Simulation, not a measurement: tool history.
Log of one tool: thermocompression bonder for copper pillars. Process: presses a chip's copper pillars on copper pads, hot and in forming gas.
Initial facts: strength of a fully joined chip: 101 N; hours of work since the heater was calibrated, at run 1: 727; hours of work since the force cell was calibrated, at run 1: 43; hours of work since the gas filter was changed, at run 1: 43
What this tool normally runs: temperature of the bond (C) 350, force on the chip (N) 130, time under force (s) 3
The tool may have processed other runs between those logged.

run    hour  temperature of the bond (C)  force on the chip (N)  time under force (s)  hours of work since the heater was calibrated  hours of work since the force cell was calibrated  hours of work since the gas filter was changed  force that shears a chip off (N)
  1       0                          350                    130                     3                                            727                                                 43                                              43                              43.2
  2    75.7                          350                    130                     3                                            782                                                 99                                              99                              41.4
      122.7  -- forming gas filter changed
  3   143.9                          350                    130                     3                                            832                                                149                                              16                              43.7
      160.2  -- heater calibrated with a thermocouple chip
  4   181.5                          350                    130                     3                                             16                                                175                                              42                              45.7
  5   232.2                          350                    130                     3                                             53                                                213                                              79                              45.3
  6   270.6                          350                    130                     2                                             81                                                241                                             108                                40
      303.3  -- forming gas filter changed
  7     321                          350                    130                     3                                            118                                                278                                              13                              46.5
  8     395                          350                    130                     3                                            173                                                332                                              68                              45.5
  9   454.8                          350                    130                     3                                            217                                                376                                             112                              44.2
      483.9  -- forming gas filter changed
 10   492.9                          350                    130                     3                                            244                                                404                                               7                              47.1
 11   567.9                          350                    130                     3                                            300                                                459                                              62                              46.3
 12   604.7                          350                     78                     3                                            327                                                486                                              89                              27.9
 13   637.7                          350                     78                     3                                            351                                                511                                             113                              26.7
      662.7  -- forming gas filter changed
 14   709.7                          350                     78                     3                                            404                                                563                                              35                              27.9
 15   759.2                          350                    159                     3                                            440                                                600                                              71                              53.9
 16   830.6                          350                    159                     3                                            493                                                652                                             124                                53
      840.6  -- forming gas filter changed
 17   868.3                          350                    149                     3                                            520                                                680                                              20                              51.8
 18     938                          379                    118                     6                                            572                                                731                                              72                              66.1
 19   990.4                          379                    118                     6                                            610                                                770                                             110                                64
     1020.6  -- forming gas filter changed
 20  1028.2                          346                     89                     5                                            638                                                797                                               6                              37.4
 21  1098.2                          350                    130                     8                                            690                                                849                                              57                              61.4
 22  1134.9                          350                    130                     8                                            717                                                876                                              84                              62.1
     1198.9  -- forming gas filter changed
 23  1198.9                          350                    135                     6                                            763                                                923                                               0                                58
 24  1275.1                          350                    135                     6                                            820                                                979                                              56                              57.2
     1310.6  -- heater calibrated with a thermocouple chip
 25    1314                          350                    135                     6                                              2                                               1006                                              83                              61.6
 26  1376.7                          364                    135                     6                                             49                                               1052                                             130                              65.3
       1384  -- forming gas filter changed
 27    1422                          350                    190                     6                                             82                                               1085                                              28                              77.2
 28    1455                          370                    107                     4                                            106                                               1110                                              52                              52.4
 29  1514.3                          370                     95                     7                                            150                                               1153                                              96                              54.4
     1558.8  -- force cell calibrated
     1562.9  -- forming gas filter changed
 30  1572.8                          350                     97                     8                                            191                                                 10                                               7                              49.4
 31  1616.8                          335                    109                     9                                            224                                                 42                                              40                              50.6
 32  1659.4                          335                    109                     9                                            255                                                 74                                              71                              48.3

Alternative continuations, all from the tool just after run 32; predict every row:
  A  1731.1                          351                    109                     9                                            308                                                127                                             124                                 ?
  B  1731.1                          350                    130                     2                                            308                                                127                                             124                                 ?
  C  1731.1                          335                    109                     3                                            308                                                127                                             124                                 ?
  D  1731.1                          361                    109                     9                                            308                                                127                                             124                                 ?

run  force that shears a chip off (N)
  A                              54.7
  B                              37.1
  C                              32.3
  D                              60.8
With no hidden state in the tool, these same runs would have given:
run  force that shears a chip off (N)
  A                                58
  B                              39.7
  C                              34.6
  D                              64.3
